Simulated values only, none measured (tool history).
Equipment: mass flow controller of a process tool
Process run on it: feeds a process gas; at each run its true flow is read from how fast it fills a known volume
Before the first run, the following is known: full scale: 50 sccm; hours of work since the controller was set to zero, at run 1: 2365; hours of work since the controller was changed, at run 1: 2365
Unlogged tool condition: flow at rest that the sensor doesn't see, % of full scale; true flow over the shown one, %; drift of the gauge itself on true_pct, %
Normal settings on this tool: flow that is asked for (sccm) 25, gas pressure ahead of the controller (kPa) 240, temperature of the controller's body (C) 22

run,hour,flow that is asked for (sccm),gas pressure ahead of the controller (kPa),temperature of the controller's body (C),hours of work since the controller was set to zero,hours of work since the controller was changed,true flow (%)
1,0.0,25,240,22,2365,2365,98.64
2,72.3,5,240,22,2406,2406,95.88
3,131.2,5,240,22,2440,2440,95.98
4,179.1,5,240,22,2468,2468,95.88
5,220.8,25,240,22,2492,2492,98.65
6,280.9,25,240,22,2527,2527,98.50
7,352.8,25,240,22,2568,2568,98.54
8,395.2,25,240,22,2592,2592,98.38
9,469.5,25,240,22,2635,2635,98.38
10,507.8,25,258,22,2657,2657,98.56
11,582.3,25,258,22,2700,2700,98.32
12,653.0,25,240,27,2741,2741,98.21
13,708.0,25,231,22,2773,2773,98.16
14,781.1,25,264,22,2815,2815,98.53
15,828.9,25,264,22,2842,2842,98.36
16,910.8,25,264,22,2889,2889,98.50
17,979.0,25,240,22,2929,2929,98.19
18,1051.3,25,240,22,2970,2970,98.20
19,1099.1,25,240,22,2998,2998,98.25
20,1158.0,25,240,22,3032,3032,98.41
21,1231.3,25,240,22,3074,3074,98.00
22,1300.6,25,240,22,3114,3114,98.17
23,1351.2,10,240,22,3143,3143,96.85
24,1393.8,11,166,24,3168,3168,96.51
25,1460.9,11,166,24,3206,3206,96.62
26,1508.7,9,162,25,3234,3234,96.09
27,1575.9,9,162,25,3273,3273,95.96
28,1654.4,9,162,25,3318,3318,95.95
29,1709.8,6,205,28,3350,3350,94.85
# hour 1714.6: controller's zero set anew
30,1780.6,25,201,22,38,3390,97.78
31,1855.7,27,196,22,81,3434,97.74
32,1902.6,27,196,22,108,3461,97.83
33,1954.4,8,240,22,138,3491,95.66
# hour 1993.3: controller's zero set anew, once more
34,2033.1,34,240,30,23,3536,98.49
35,2077.9,7,218,30,49,3561,97.52
36,2137.4,7,276,29,83,3596,97.77
37,2209.1,42,240,37,124,3637,98.22
38,2249.3,42,240,37,148,3660,98.37
39,2287.2,42,240,37,169,3682,98.22
40,2368.8,42,240,37,216,3729,98.26
41,2433.5,8,173,34,254,3766,97.03
42,2503.7,8,173,34,294,3807,96.98
43,2553.7,5,250,39,323,3836,96.71
44,2592.6,10,240,37,345,3858,97.32
45,2646.1,10,240,37,376,3889,97.18

Below are 5 alternative next runs, each starting from the tool's condition after run 45. Predict each:
A,2715.8,25,242,22,416,3929,?
B,2715.8,30,186,23,416,3929,?
C,2715.8,23,161,34,416,3929,?
D,2715.8,25,240,24,416,3929,?
E,2715.8,10,240,30,416,3929,?

run,true flow (%)
A,98.31
B,98.32
C,97.37
D,98.17
E,97.43
Without the tool's unlogged condition, the same runs would have read:
run,true flow (%)
A,99.67
B,99.66
C,98.74
D,99.54
E,99.00
